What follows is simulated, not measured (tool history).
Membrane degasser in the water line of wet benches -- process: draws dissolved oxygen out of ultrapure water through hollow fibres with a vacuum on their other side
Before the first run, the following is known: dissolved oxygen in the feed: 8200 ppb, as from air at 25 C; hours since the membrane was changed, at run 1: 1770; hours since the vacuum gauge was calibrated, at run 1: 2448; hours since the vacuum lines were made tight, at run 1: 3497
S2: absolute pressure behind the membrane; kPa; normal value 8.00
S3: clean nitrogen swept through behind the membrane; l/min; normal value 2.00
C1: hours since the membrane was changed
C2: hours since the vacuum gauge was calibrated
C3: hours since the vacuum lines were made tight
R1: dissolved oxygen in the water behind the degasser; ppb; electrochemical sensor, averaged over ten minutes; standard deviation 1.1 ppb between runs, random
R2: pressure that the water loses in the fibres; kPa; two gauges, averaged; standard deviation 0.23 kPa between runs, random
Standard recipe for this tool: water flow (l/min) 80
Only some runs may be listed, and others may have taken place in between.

run 1 hour=0.0 | water_flow_(l/min)=80 S2=8.00 S3=2.00 | C1=1770 C2=2448 C3=3497 | R1=379.9 R2=59.40
run 2 hour=46.3 | water_flow_(l/min)=80 S2=8.00 S3=2.17 | C1=1817 C2=2495 C3=3544 | R1=356.6 R2=59.20
run 3 hour=88.7 | water_flow_(l/min)=80 S2=8.00 S3=3.93 | C1=1859 C2=2537 C3=3586 | R1=220.0 R2=59.00
run 4 hour=109.1 | water_flow_(l/min)=80 S2=14.84 S3=2.00 | C1=1879 C2=2557 C3=3606 | R1=862.7 R2=59.45
run 5 hour=146.3 | water_flow_(l/min)=80 S2=8.00 S3=5.82 | C1=1917 C2=2595 C3=3644 | R1=157.1 R2=59.07
run 6 hour=190.3 | water_flow_(l/min)=80 S2=8.00 S3=5.82 | C1=1961 C2=2639 C3=3688 | R1=157.1 R2=59.23
run 7 hour=217.2 | water_flow_(l/min)=80 S2=8.00 S3=2.00 | C1=1988 C2=2665 C3=3715 | R1=380.1 R2=59.04
run 8 hour=260.4 | water_flow_(l/min)=80 S2=8.00 S3=2.00 | C1=2031 C2=2709 C3=3758 | R1=381.5 R2=58.81
run 9 hour=291.3 | water_flow_(l/min)=80 S2=10.06 S3=2.00 | C1=2062 C2=2740 C3=3789 | R1=532.8 R2=59.31
run 10 hour=316.4 | water_flow_(l/min)=80 S2=4.90 S3=2.00 | C1=2087 C2=2765 C3=3814 | R1=144.8 R2=59.50
run 11 hour=349.8 | water_flow_(l/min)=80 S2=8.01 S3=2.00 | C1=2120 C2=2798 C3=3847 | R1=382.1 R2=59.17
run 12 hour=389.8 | water_flow_(l/min)=80 S2=8.00 S3=2.00 | C1=2160 C2=2838 C3=3887 | R1=381.5 R2=59.36
run 13 hour=409.4 | water_flow_(l/min)=80 S2=8.00 S3=2.00 | C1=2180 C2=2858 C3=3907 | R1=379.0 R2=59.35
run 14 hour=439.9 | water_flow_(l/min)=80 S2=8.00 S3=2.00 | C1=2210 C2=2888 C3=3937 | R1=379.5 R2=59.41
run 15 hour=469.7 | water_flow_(l/min)=80 S2=8.00 S3=2.00 | C1=2240 C2=2918 C3=3967 | R1=381.4 R2=59.37
run 16 hour=491.3 | water_flow_(l/min)=80 S2=8.00 S3=0.89 | C1=2262 C2=2940 C3=3989 | R1=667.6 R2=59.37
run 17 hour=527.8 | water_flow_(l/min)=54 S2=8.00 S3=1.37 | C1=2298 C2=2976 C3=4025 | R1=373.6 R2=39.96
run 18 hour=547.4 | water_flow_(l/min)=50 S2=8.00 S3=2.00 | C1=2318 C2=2996 C3=4045 | R1=258.7 R2=37.01
run 19 hour=584.6 | water_flow_(l/min)=80 S2=18.86 S3=0.88 | C1=2355 C2=3033 C3=4082 | R1=1902.6 R2=59.48
run 20 hour=607.9 | water_flow_(l/min)=80 S2=6.90 S3=3.68 | C1=2378 C2=3056 C3=4105 | R1=183.1 R2=59.60
run 21 hour=630.9 | water_flow_(l/min)=68 S2=6.90 S3=2.31 | C1=2401 C2=3079 C3=4128 | R1=232.2 R2=50.57
run 22 hour=666.0 | water_flow_(l/min)=68 S2=6.90 S3=2.31 | C1=2436 C2=3114 C3=4163 | R1=231.5 R2=50.52
run 23 hour=696.3 | water_flow_(l/min)=80 S2=8.00 S3=2.32 | C1=2467 C2=3145 C3=4194 | R1=340.1 R2=59.11
run 24 hour=734.5 | water_flow_(l/min)=95 S2=5.52 S3=1.69 | C1=2505 C2=3183 C3=4232 | R1=252.5 R2=70.46
run 25 hour=780.4 | water_flow_(l/min)=64 S2=5.69 S3=2.00 | C1=2551 C2=3229 C3=4278 | R1=172.3 R2=47.64

What will run 26 give?
run 26 hour=826.1 | water_flow_(l/min)=64 S2=13.52 S3=2.13 | C1=2596 C2=3274 C3=4323 | R1=? R2=?

For run 26 the tool returned R1 620.2 ppb, R2 47.49 kPa.
With no hidden state in the tool, this same run would have given R1 615.2 ppb, R2 47.02 kPa.
